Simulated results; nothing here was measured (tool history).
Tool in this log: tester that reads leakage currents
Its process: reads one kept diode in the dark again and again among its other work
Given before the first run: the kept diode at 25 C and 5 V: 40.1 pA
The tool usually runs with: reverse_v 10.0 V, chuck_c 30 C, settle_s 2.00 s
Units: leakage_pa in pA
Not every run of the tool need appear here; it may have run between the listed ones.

run,hour,reverse_v,chuck_c,settle_s,leakage_pa
1,0.0,10.0,30,2.00,94.09
2,74.1,10.0,30,2.00,95.06
3,173.8,10.0,30,2.00,95.00
4,228.4,9.4,30,2.00,93.09
5,324.7,14.5,30,2.00,115.26
6,374.2,1.7,30,2.00,43.11
7,462.0,1.7,30,2.00,43.73
8,538.3,10.0,30,6.96,97.64
9,592.4,10.0,30,6.96,98.23
10,652.9,10.0,24,2.00,60.13
11,722.0,10.0,30,2.00,99.17
# hour 779.1: tester calibrated
12,828.8,10.0,30,2.00,102.37
13,926.9,10.0,30,2.00,103.32
14,1035.4,10.0,30,2.00,104.20
15,1103.1,10.0,26,2.00,74.99
16,1173.0,10.0,41,2.00,259.44
17,1255.8,10.0,41,2.00,260.82
18,1314.2,10.0,39,2.00,221.89
19,1375.5,10.0,39,2.00,222.30
20,1479.6,10.0,39,2.00,223.23
21,1565.0,4.0,36,8.18,115.23
22,1672.4,1.9,51,0.40,285.30
23,1769.1,1.9,51,0.40,288.36
# hour 1839.2: chuck's temperature calibrated
24,1876.7,1.1,27,2.00,26.46
25,1930.1,7.1,30,2.00,82.48
26,1994.6,10.0,27,2.00,77.50
27,2059.3,4.5,56,2.83,554.31
28,2116.2,4.5,56,2.83,551.73
29,2196.4,1.6,43,3.20,125.21
30,2298.1,16.2,30,0.64,130.18
31,2385.5,6.0,58,2.00,737.48
32,2487.5,6.0,58,2.00,743.57
33,2547.8,6.0,58,2.00,742.22
34,2651.5,6.0,49,2.00,369.01
35,2753.6,2.0,49,3.36,231.27

Alternative continuations, all from the tool just after run 35; predict every row:
A,2863.8,2.9,30,2.23,?
B,2863.8,9.4,38,3.36,?
C,2863.8,1.2,30,8.91,?
D,2863.8,2.0,49,8.69,?

run,leakage_pa
A,56.81
B,190.35
C,37.73
D,232.28
Stripped of hidden state, with their random variation kept, the same runs would have yielded:
run,leakage_pa
A,51.09
B,172.00
C,35.02
D,224.58

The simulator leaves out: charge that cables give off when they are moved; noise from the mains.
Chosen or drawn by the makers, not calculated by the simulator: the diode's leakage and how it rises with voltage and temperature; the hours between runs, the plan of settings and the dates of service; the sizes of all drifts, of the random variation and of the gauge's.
